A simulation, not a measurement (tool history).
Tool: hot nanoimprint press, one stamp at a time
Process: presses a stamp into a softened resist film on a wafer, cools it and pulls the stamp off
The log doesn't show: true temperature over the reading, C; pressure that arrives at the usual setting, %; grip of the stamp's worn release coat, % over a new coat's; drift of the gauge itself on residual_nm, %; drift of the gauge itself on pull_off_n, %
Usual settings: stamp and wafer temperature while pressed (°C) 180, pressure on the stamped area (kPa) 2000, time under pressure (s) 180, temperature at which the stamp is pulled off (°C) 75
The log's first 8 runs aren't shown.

run	hour	stamp and wafer temperature while pressed (°C)	pressure on the stamped area (kPa)	time under pressure (s)	temperature at which the stamp is pulled off (°C)	hours of work since the thermocouple was calibrated	imprints on the stamp's release coat	hours of work since the press's seals were changed	resist left under the stamp's widest pad (angstrom)	greatest force while the stamp is pulled off (N)
9	243.1	180	2000	129	81	115	230	433	4310	137
10	282.5	180	2000	129	75	142	337	460	4321	162
11	325.1	180	2000	129	75	172	451	489	4341	161
12	358.4	180	2000	129	75	195	541	513	4339	161
13	383.4	180	2000	129	75	212	608	530	4343	160
14	414.8	180	2000	129	75	234	693	552	4280	162
15	455.3	180	2000	252	75	262	802	580	3469	169
16	479.2	177	1330	234	82	279	867	596	4546	134
17	509.5	177	1700	112	63	300	948	617	5083	210
18	530.3	177	1700	112	63	314	1004	632	5046	220
19	554.4	188	1700	112	76	331	1069	649	3876	160
# hour 595.9: plate thermocouple calibrated
20	599.3	188	1700	112	76	2	1182	678	3855	163
21	640.1	188	1700	112	76	31	1292	706	3889	163
22	671.7	180	2000	113	75	53	1377	728	4430	168
# hour 705.4: stamp cleaned and given a new release coat
23	710.4	184	2000	180	75	75	13	751	3432	164
# hour 740.4: press's hydraulic seals changed and the load cell set to zero
24	742.5	184	1500	95	73	92	78	1	4642	170
25	768.3	184	1500	95	73	110	147	19	4673	175
26	796.4	180	2000	185	75	129	223	39	3857	167
27	814.8	180	2000	185	75	142	273	52	3829	166
28	844.6	180	1710	93	67	163	353	72	4861	191
29	886.9	168	1710	93	67	192	467	102	5967	202
30	925.7	180	1810	209	60	219	571	129	3836	230

Forecast each of these 4 alternatives for the next run:
A	956.5	191	1810	252	60	240	654	150	?	?
B	956.5	180	1810	321	65	240	654	150	?	?
C	956.5	180	2000	92	75	240	654	150	?	?
D	956.5	180	2000	180	61	240	654	150	?	?

run	resist left under the stamp's widest pad (angstrom)	greatest force while the stamp is pulled off (N)
A	2559	228
B	3331	210
C	4655	169
D	3881	226
Without the tool's hidden state the same runs would have given:
run	resist left under the stamp's widest pad (angstrom)	greatest force while the stamp is pulled off (N)
A	2616	226
B	3404	209
C	4758	168
D	3966	225
